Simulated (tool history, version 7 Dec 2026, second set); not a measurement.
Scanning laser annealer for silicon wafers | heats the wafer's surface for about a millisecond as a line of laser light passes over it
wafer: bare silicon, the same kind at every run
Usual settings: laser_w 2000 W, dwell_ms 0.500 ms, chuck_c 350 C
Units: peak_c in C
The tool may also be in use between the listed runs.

run 1 hour=0.0 | laser_w=2000 dwell_ms=0.500 chuck_c=350 | peak_c=1086
run 2 hour=36.3 | laser_w=2000 dwell_ms=0.500 chuck_c=350 | peak_c=1087
-- hour=57.2 optics aligned, line set to its width
run 3 hour=63.4 | laser_w=2000 dwell_ms=0.500 chuck_c=350 | peak_c=1094
run 4 hour=86.2 | laser_w=2019 dwell_ms=0.500 chuck_c=350 | peak_c=1099
run 5 hour=117.1 | laser_w=2019 dwell_ms=0.500 chuck_c=350 | peak_c=1100
run 6 hour=140.9 | laser_w=2019 dwell_ms=0.500 chuck_c=350 | peak_c=1101
run 7 hour=183.5 | laser_w=2132 dwell_ms=0.500 chuck_c=350 | peak_c=1152
run 8 hour=221.4 | laser_w=2000 dwell_ms=0.500 chuck_c=366 | peak_c=1105
run 9 hour=262.5 | laser_w=2000 dwell_ms=0.500 chuck_c=366 | peak_c=1102
run 10 hour=298.8 | laser_w=2000 dwell_ms=0.500 chuck_c=350 | peak_c=1082
run 11 hour=323.3 | laser_w=2000 dwell_ms=0.500 chuck_c=350 | peak_c=1081
run 12 hour=360.8 | laser_w=1777 dwell_ms=0.547 chuck_c=388 | peak_c=1047
-- hour=394.7 window over the wafer cleaned
run 13 hour=397.9 | laser_w=1777 dwell_ms=0.547 chuck_c=388 | peak_c=1085
run 14 hour=428.0 | laser_w=1794 dwell_ms=0.485 chuck_c=388 | peak_c=1046
run 15 hour=459.1 | laser_w=1794 dwell_ms=0.485 chuck_c=388 | peak_c=1042
run 16 hour=499.1 | laser_w=2115 dwell_ms=0.593 chuck_c=350 | peak_c=1267
run 17 hour=542.5 | laser_w=1705 dwell_ms=0.439 chuck_c=357 | peak_c=932
run 18 hour=589.8 | laser_w=1853 dwell_ms=0.468 chuck_c=350 | peak_c=1015
run 19 hour=627.4 | laser_w=2092 dwell_ms=0.583 chuck_c=350 | peak_c=1243
run 20 hour=659.8 | laser_w=1818 dwell_ms=0.500 chuck_c=329 | peak_c=1001
run 21 hour=683.3 | laser_w=2195 dwell_ms=0.427 chuck_c=327 | peak_c=1117
run 22 hour=726.7 | laser_w=1755 dwell_ms=0.602 chuck_c=350 | peak_c=1065

3 ways to go on from here, each from the tool as it stands after run 22. What would each give?
run A hour=749.1 | laser_w=2194 dwell_ms=0.500 chuck_c=372 | peak_c=?
run B hour=749.1 | laser_w=2047 dwell_ms=0.380 chuck_c=361 | peak_c=?
run C hour=749.1 | laser_w=1728 dwell_ms=0.418 chuck_c=350 | peak_c=?

run=A peak_c=1237
run=B peak_c=1026
run=C peak_c=908
Without the tool's hidden state the same runs would have given:
run=A peak_c=1261
run=B peak_c=1044
run=C peak_c=924

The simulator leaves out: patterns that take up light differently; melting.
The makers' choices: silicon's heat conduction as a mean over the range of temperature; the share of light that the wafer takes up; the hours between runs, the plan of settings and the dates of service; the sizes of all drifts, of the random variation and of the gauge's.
